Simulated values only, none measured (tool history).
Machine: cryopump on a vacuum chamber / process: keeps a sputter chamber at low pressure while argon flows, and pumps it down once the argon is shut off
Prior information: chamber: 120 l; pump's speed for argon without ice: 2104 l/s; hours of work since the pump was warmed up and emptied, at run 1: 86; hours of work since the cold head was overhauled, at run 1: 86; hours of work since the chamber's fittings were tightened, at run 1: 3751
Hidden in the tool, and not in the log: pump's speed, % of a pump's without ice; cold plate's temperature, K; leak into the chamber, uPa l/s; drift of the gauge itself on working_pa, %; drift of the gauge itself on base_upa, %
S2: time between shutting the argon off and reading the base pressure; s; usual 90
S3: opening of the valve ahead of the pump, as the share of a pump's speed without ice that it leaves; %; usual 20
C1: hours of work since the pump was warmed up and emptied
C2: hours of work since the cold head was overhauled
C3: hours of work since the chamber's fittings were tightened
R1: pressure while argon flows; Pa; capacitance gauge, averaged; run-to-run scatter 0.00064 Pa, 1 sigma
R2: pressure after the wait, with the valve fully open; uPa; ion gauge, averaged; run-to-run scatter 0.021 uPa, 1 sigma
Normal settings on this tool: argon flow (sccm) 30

run 1 hour=0.0 | argon_flow_(sccm)=30 S2=90 S3=20 | C1=86 C2=86 C3=3751 | R1=0.1215 R2=2.29
-- hour=11.5 leaking fittings of the chamber tightened, without venting
run 2 hour=24.4 | argon_flow_(sccm)=30 S2=90 S3=20 | C1=96 C2=96 C3=6 | R1=0.1214 R2=0.45
run 3 hour=54.6 | argon_flow_(sccm)=30 S2=96 S3=20 | C1=109 C2=109 C3=19 | R1=0.1211 R2=0.44
run 4 hour=70.8 | argon_flow_(sccm)=30 S2=96 S3=20 | C1=116 C2=116 C3=26 | R1=0.1229 R2=0.45
run 5 hour=93.2 | argon_flow_(sccm)=30 S2=96 S3=20 | C1=126 C2=126 C3=36 | R1=0.1237 R2=0.46
run 6 hour=112.2 | argon_flow_(sccm)=34 S2=90 S3=20 | C1=134 C2=134 C3=44 | R1=0.1378 R2=0.47
run 7 hour=132.3 | argon_flow_(sccm)=34 S2=90 S3=20 | C1=143 C2=143 C3=53 | R1=0.1395 R2=0.47
run 8 hour=163.0 | argon_flow_(sccm)=30 S2=91 S3=20 | C1=156 C2=156 C3=66 | R1=0.1224 R2=0.46
run 9 hour=177.8 | argon_flow_(sccm)=30 S2=91 S3=20 | C1=163 C2=163 C3=73 | R1=0.1230 R2=0.51
run 10 hour=192.6 | argon_flow_(sccm)=30 S2=91 S3=20 | C1=169 C2=169 C3=79 | R1=0.1236 R2=0.52
run 11 hour=208.2 | argon_flow_(sccm)=30 S2=91 S3=20 | C1=176 C2=176 C3=86 | R1=0.1241 R2=0.49
run 12 hour=229.7 | argon_flow_(sccm)=30 S2=90 S3=18 | C1=185 C2=185 C3=95 | R1=0.1369 R2=0.52
run 13 hour=244.7 | argon_flow_(sccm)=30 S2=90 S3=18 | C1=192 C2=192 C3=102 | R1=0.1375 R2=0.48
run 14 hour=278.3 | argon_flow_(sccm)=30 S2=222 S3=16 | C1=207 C2=207 C3=116 | R1=0.1548 R2=0.36
run 15 hour=303.4 | argon_flow_(sccm)=30 S2=222 S3=16 | C1=218 C2=218 C3=127 | R1=0.1549 R2=0.33
run 16 hour=332.2 | argon_flow_(sccm)=28 S2=163 S3=19 | C1=230 C2=230 C3=140 | R1=0.1224 R2=0.42
run 17 hour=350.3 | argon_flow_(sccm)=17 S2=152 S3=19 | C1=238 C2=238 C3=148 | R1=0.0738 R2=0.45
run 18 hour=371.0 | argon_flow_(sccm)=30 S2=299 S3=23 | C1=247 C2=247 C3=157 | R1=0.1090 R2=0.36
run 19 hour=402.6 | argon_flow_(sccm)=43 S2=235 S3=20 | C1=261 C2=261 C3=170 | R1=0.1791 R2=0.40
run 20 hour=417.8 | argon_flow_(sccm)=14 S2=158 S3=48 | C1=267 C2=267 C3=177 | R1=0.0263 R2=0.46
run 21 hour=436.2 | argon_flow_(sccm)=14 S2=158 S3=48 | C1=275 C2=275 C3=185 | R1=0.0263 R2=0.43

4 ways to go on from here, each from the tool as it stands after run 21. What would each give?
run A hour=457.7 | argon_flow_(sccm)=28 S2=90 S3=20 | C1=285 C2=285 C3=195 | R1=? R2=?
run B hour=457.7 | argon_flow_(sccm)=51 S2=38 S3=26 | C1=285 C2=285 C3=195 | R1=? R2=?
run C hour=457.7 | argon_flow_(sccm)=41 S2=150 S3=20 | C1=285 C2=285 C3=195 | R1=? R2=?
run D hour=457.7 | argon_flow_(sccm)=20 S2=33 S3=49 | C1=285 C2=285 C3=195 | R1=? R2=?

run=A R1=0.1170 R2=0.58
run=B R1=0.1664 R2=0.97
run=C R1=0.1728 R2=0.49
run=D R1=0.0359 R2=1.09
Take away the tool's hidden state, keep each run's random variation, and the runs would have read:
run=A R1=0.1123 R2=0.43
run=B R1=0.1578 R2=0.81
run=C R1=0.1658 R2=0.33
run=D R1=0.0325 R2=0.93
